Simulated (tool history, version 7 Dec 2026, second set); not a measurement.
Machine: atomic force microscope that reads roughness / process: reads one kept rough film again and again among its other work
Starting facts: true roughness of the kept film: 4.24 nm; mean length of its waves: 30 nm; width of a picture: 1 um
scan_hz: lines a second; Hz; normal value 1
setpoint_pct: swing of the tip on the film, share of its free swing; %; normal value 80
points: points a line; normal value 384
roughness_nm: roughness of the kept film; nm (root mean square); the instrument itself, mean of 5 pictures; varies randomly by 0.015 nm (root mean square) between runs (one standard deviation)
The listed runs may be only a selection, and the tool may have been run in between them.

run   hour  scan_hz  setpoint_pct  points  roughness_nm
  1      0        1            80     384         3.491
  2    9.5     0.75            80     384         3.544
  3   30.4     0.75            80     384         3.571
  4     47     0.75            80     384         3.583
  5   58.4        1            77     384         3.555
  6   71.4        1            77     384         3.548
  7   89.9        1            80     296           3.5
  8  106.3        1            80     296         3.496
  9  117.3        1            80     296         3.508
 10  128.1        1            80     296         3.497
 11  142.1        1            80     296         3.492
 12  164.6     1.22            82     920         3.474
 13  186.4     1.22            82     920         3.452
 14    197     1.22            82     920         3.468
 15  207.4     1.22            82     920         3.483
     210.1  -- new tip fitted
 16  224.2     1.56            62     751         3.667
 17    236     1.56            62     751         3.628
 18  249.2     2.81            62     598         3.519
 19    267     1.38            70     384         3.523
 20  284.4     1.38            70     384         3.506
 21    302     0.89            86     682         3.518

Below are 3 alternative next runs, each starting from the tool's condition after run 21. Predict each:
  A   315     1.31            65     820             ?
  B   315     1.45            60     360             ?
  C   315     1.52            62     649             ?

run  roughness_nm
  A         3.624
  B         3.645
  C         3.643
The same runs, with their run-to-run variation unchanged, on a tool lacking any hidden condition would have given:
run  roughness_nm
  A         3.628
  B         3.649
  C         3.647
